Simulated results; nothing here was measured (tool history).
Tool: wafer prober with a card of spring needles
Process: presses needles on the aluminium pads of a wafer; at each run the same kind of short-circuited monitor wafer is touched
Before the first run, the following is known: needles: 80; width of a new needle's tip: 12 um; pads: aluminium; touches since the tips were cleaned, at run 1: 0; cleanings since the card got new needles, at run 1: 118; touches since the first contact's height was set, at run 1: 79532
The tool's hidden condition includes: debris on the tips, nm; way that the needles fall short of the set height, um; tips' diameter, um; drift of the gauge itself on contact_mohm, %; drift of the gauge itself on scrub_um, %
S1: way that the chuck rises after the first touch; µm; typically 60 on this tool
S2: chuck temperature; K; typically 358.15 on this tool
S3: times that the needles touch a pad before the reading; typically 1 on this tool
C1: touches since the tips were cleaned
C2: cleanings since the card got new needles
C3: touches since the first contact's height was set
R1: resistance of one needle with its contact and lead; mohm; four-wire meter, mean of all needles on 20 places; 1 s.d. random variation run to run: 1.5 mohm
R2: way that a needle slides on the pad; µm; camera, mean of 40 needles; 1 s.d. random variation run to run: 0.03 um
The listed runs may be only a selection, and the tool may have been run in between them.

run 1 hour=0.0 | S1=60 S2=358.15 S3=1 | C1=0 C2=118 C3=79532 | R1=139 R2=10.42
-- hour=10.4 tips cleaned on abrasive film
-- hour=20.7 tips cleaned on abrasive film
-- hour=29.0 tips cleaned on abrasive film
-- hour=39.4 tips cleaned on abrasive film
-- hour=47.7 tips cleaned on abrasive film
run 2 hour=49.6 | S1=60 S2=358.15 S3=1 | C1=788 C2=123 C3=100253 | R1=159 R2=10.34
-- hour=57.9 tips cleaned on abrasive film
-- hour=68.2 tips cleaned on abrasive film
-- hour=76.6 tips cleaned on abrasive film
run 3 hour=80.0 | S1=60 S2=358.15 S3=1 | C1=1455 C2=126 C3=112975 | R1=164 R2=10.33
-- hour=86.3 tips cleaned on abrasive film
-- hour=94.6 tips cleaned on abrasive film
-- hour=104.9 tips cleaned on abrasive film
run 4 hour=111.2 | S1=60 S2=358.15 S3=1 | C1=2633 C2=129 C3=126008 | R1=183 R2=10.32
-- hour=113.3 tips cleaned on abrasive film
-- hour=123.7 tips cleaned on abrasive film
-- hour=126.0 height of the first contact set anew
-- hour=132.3 tips cleaned on abrasive film
-- hour=142.6 tips cleaned on abrasive film
-- hour=150.9 tips cleaned on abrasive film
run 5 hour=158.7 | S1=60 S2=372.15 S3=1 | C1=3263 C2=134 C3=13663 | R1=184 R2=10.54
-- hour=160.8 tips cleaned on abrasive film
-- hour=171.2 tips cleaned on abrasive film
-- hour=179.5 tips cleaned on abrasive film
-- hour=189.9 tips cleaned on abrasive film
-- hour=198.2 tips cleaned on abrasive film
-- hour=206.5 tips cleaned on abrasive film
run 6 hour=207.0 | S1=60 S2=372.15 S3=1 | C1=206 C2=140 C3=33802 | R1=149 R2=10.54
-- hour=215.3 tips cleaned on abrasive film
-- hour=225.6 tips cleaned on abrasive film
-- hour=234.0 tips cleaned on abrasive film
run 7 hour=234.0 | S1=44 S2=358.15 S3=1 | C1=0 C2=143 C3=45070 | R1=154 R2=7.63
-- hour=244.3 tips cleaned on abrasive film
-- hour=254.7 tips cleaned on abrasive film
-- hour=265.0 tips cleaned on abrasive film
-- hour=275.4 tips cleaned on abrasive film
run 8 hour=279.3 | S1=44 S2=358.15 S3=1 | C1=1631 C2=147 C3=64033 | R1=200 R2=7.63
-- hour=285.5 tips cleaned on abrasive film
-- hour=295.9 tips cleaned on abrasive film
-- hour=306.2 tips cleaned on abrasive film
-- hour=314.5 tips cleaned on abrasive film
-- hour=324.9 tips cleaned on abrasive film
run 9 hour=326.1 | S1=44 S2=358.15 S3=1 | C1=491 C2=152 C3=83589 | R1=171 R2=7.59
-- hour=334.4 tips cleaned on abrasive film
-- hour=344.7 tips cleaned on abrasive film
-- hour=355.1 tips cleaned on abrasive film
run 10 hour=361.3 | S1=60 S2=358.15 S3=1 | C1=2606 C2=155 C3=98328 | R1=176 R2=10.42
-- hour=363.4 tips cleaned on abrasive film
-- hour=373.8 tips cleaned on abrasive film
-- hour=384.1 tips cleaned on abrasive film
-- hour=396.1 card fitted with new needles
run 11 hour=399.5 | S1=78 S2=396.15 S3=2 | C1=1397 C2=0 C3=1397 | R1=141 R2=13.86
-- hour=405.7 tips cleaned on abrasive film
-- hour=414.0 tips cleaned on abrasive film
-- hour=423.3 tips cleaned on abrasive film
run 12 hour=423.3 | S1=78 S2=396.15 S3=2 | C1=0 C2=3 C3=11323 | R1=140 R2=13.76
-- hour=433.6 tips cleaned on abrasive film
-- hour=444.0 tips cleaned on abrasive film
-- hour=454.3 tips cleaned on abrasive film
-- hour=462.6 tips cleaned on abrasive film
-- hour=473.0 tips cleaned on abrasive film
run 13 hour=473.5 | S1=78 S2=396.15 S3=2 | C1=195 C2=8 C3=32317 | R1=139 R2=13.72
-- hour=481.8 tips cleaned on abrasive film
-- hour=490.1 tips cleaned on abrasive film
-- hour=500.5 tips cleaned on abrasive film
-- hour=510.8 tips cleaned on abrasive film
run 14 hour=515.5 | S1=42 S2=358.15 S3=1 | C1=1976 C2=12 C3=49895 | R1=196 R2=7.33
-- hour=519.7 tips cleaned on abrasive film
-- hour=528.0 tips cleaned on abrasive film
-- hour=538.4 tips cleaned on abrasive film
-- hour=548.7 tips cleaned on abrasive film
-- hour=559.1 tips cleaned on abrasive film
run 15 hour=563.7 | S1=60 S2=358.15 S3=1 | C1=1956 C2=17 C3=70051 | R1=165 R2=10.55
-- hour=567.9 tips cleaned on abrasive film
-- hour=578.3 tips cleaned on abrasive film
-- hour=586.6 tips cleaned on abrasive film
-- hour=597.0 tips cleaned on abrasive film
run 16 hour=601.6 | S1=46 S2=317.15 S3=2 | C1=1960 C2=21 C3=85880 | R1=161 R2=7.93
-- hour=605.8 tips cleaned on abrasive film
-- hour=614.1 tips cleaned on abrasive film
-- hour=622.4 tips cleaned on abrasive film
-- hour=632.8 tips cleaned on abrasive film
-- hour=642.5 tips cleaned on abrasive film
run 17 hour=642.5 | S1=46 S2=304.15 S3=2 | C1=0 C2=26 C3=102923 | R1=135 R2=7.93
-- hour=650.8 tips cleaned on abrasive film
-- hour=661.2 tips cleaned on abrasive film
-- hour=671.5 tips cleaned on abrasive film
run 18 hour=675.9 | S1=60 S2=358.15 S3=2 | C1=1843 C2=29 C3=116899 | R1=151 R2=10.39
-- hour=680.1 tips cleaned on abrasive film
-- hour=688.4 tips cleaned on abrasive film
-- hour=696.7 tips cleaned on abrasive film
-- hour=705.0 tips cleaned on abrasive film
-- hour=711.5 height of the first contact set anew
-- hour=715.2 tips cleaned on abrasive film
run 19 hour=715.2 | S1=60 S2=358.15 S3=2 | C1=0 C2=34 C3=1520 | R1=138 R2=10.57

Predict each of these 5 candidate next runs independently; none follows another, all start after run 19:
-- hour=725.5 tips cleaned on abrasive film
-- hour=735.9 tips cleaned on abrasive film
run A hour=742.0 | S1=60 S2=358.15 S3=1 | C1=2579 C2=36 C3=12764 | R1=? R2=?
-- hour=725.5 tips cleaned on abrasive film
-- hour=735.9 tips cleaned on abrasive film
run B hour=742.0 | S1=60 S2=305.15 S3=2 | C1=2579 C2=36 C3=12764 | R1=? R2=?
-- hour=725.5 tips cleaned on abrasive film
-- hour=735.9 tips cleaned on abrasive film
run C hour=742.0 | S1=42 S2=303.15 S3=2 | C1=2579 C2=36 C3=12764 | R1=? R2=?
-- hour=725.5 tips cleaned on abrasive film
-- hour=735.9 tips cleaned on abrasive film
run D hour=742.0 | S1=67 S2=358.15 S3=2 | C1=2579 C2=36 C3=12764 | R1=? R2=?
-- hour=725.5 tips cleaned on abrasive film
-- hour=735.9 tips cleaned on abrasive film
run E hour=742.0 | S1=60 S2=309.15 S3=1 | C1=2579 C2=36 C3=12764 | R1=? R2=?

run=A R1=170 R2=10.56
run=B R1=148 R2=10.60
run=C R1=173 R2=7.41
run=D R1=149 R2=11.82
run=E R1=162 R2=10.59
The same runs, with their run-to-run variation unchanged, on a tool lacking any hidden condition would have given:
run=A R1=136 R2=10.58
run=B R1=125 R2=10.63
run=C R1=133 R2=7.44
run=D R1=131 R2=11.84
run=E R1=125 R2=10.61
